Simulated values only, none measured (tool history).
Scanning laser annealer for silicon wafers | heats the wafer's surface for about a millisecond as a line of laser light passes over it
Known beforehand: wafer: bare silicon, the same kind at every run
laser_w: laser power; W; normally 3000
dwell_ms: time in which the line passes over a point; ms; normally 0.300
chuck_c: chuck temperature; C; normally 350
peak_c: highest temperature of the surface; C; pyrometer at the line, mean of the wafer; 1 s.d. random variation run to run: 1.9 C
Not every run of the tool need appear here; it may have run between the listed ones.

| run | hour | laser_w | dwell_ms | chuck_c | peak_c |
|---|---|---|---|---|---|
| 1 | 0.0 | 3000 | 0.300 | 350 | 1152 |
| 2 | 46.4 | 3000 | 0.300 | 350 | 1149 |
| 3 | 131.0 | 3000 | 0.300 | 350 | 1146 |
| 4 | 223.2 | 3000 | 0.267 | 350 | 1107 |
| 5 | 288.4 | 3000 | 0.267 | 310 | 1060 |
| 6 | 335.5 | 3000 | 0.267 | 310 | 1055 |
| 7 | 433.2 | 3000 | 0.267 | 320 | 1063 |
| 8 | 523.0 | 3000 | 0.267 | 320 | 1085 |
| 9 | 617.5 | 3000 | 0.300 | 356 | 1150 |
| 10 | 676.6 | 3000 | 0.300 | 356 | 1150 |
| 11 | 721.9 | 3000 | 0.300 | 356 | 1145 |
| 12 | 821.5 | 3000 | 0.300 | 356 | 1145 |
| 13 | 893.7 | 3000 | 0.276 | 321 | 1079 |
| 14 | 981.7 | 3136 | 0.259 | 350 | 1124 |
| 15 | 1031.7 | 3020 | 0.300 | 383 | 1177 |
| 16 | 1097.0 | 2810 | 0.248 | 322 | 983 |
| 17 | 1187.7 | 2810 | 0.248 | 322 | 1002 |
| 18 | 1235.7 | 2775 | 0.219 | 355 | 986 |
| 19 | 1281.6 | 2828 | 0.299 | 355 | 1098 |
| 20 | 1372.9 | 3000 | 0.302 | 322 | 1124 |
| 21 | 1469.6 | 3000 | 0.300 | 343 | 1140 |
| 22 | 1544.8 | 3000 | 0.329 | 323 | 1147 |
| 23 | 1609.0 | 3000 | 0.329 | 311 | 1136 |

Between the runs listed above, the log contained 5 entries, not reproduced here. Where in the sequence does each belong, and how does what the log doesn't record of the tool's condition differ from the listed run before to the listed run after?
Runs 7 to 8: window over the wafer cleaned (hour 523.0)
  light that passes the window, % of a clean one's: 98.18 -> 99.9; laser's true power over the reading, %: -0.57 -> -0.58; width of the line over the set one, %: 0.78 -> 0.83
  measured less the result without the state, peak_c: -29 -> -12 C
Runs 9 to 10: laser's power meter calibrated (hour 626.3)
  light that passes the window, % of a clean one's: 99.58 -> 99.4; laser's true power over the reading, %: -0.6 -> -0.91; width of the line over the set one, %: 0.89 -> 0.92
  measured less the result without the state, peak_c: -17 -> -23 C
Runs 14 to 15: optics aligned, line set to its width (hour 998.5)
  light that passes the window, % of a clean one's: 98.46 -> 98.33; laser's true power over the reading, %: -0.96 -> -0.97; width of the line over the set one, %: 1.11 -> 0.34
  measured less the result without the state, peak_c: -34 -> -31 C
Runs 16 to 17: window over the wafer cleaned (hour 1125.7); laser's power meter calibrated, once more (hour 1133.8)
  light that passes the window, % of a clean one's: 98.14 -> 99.75; laser's true power over the reading, %: -0.98 -> -0.23; width of the line over the set one, %: 0.38 -> 0.43
  measured less the result without the state, peak_c: -28 -> -7 C
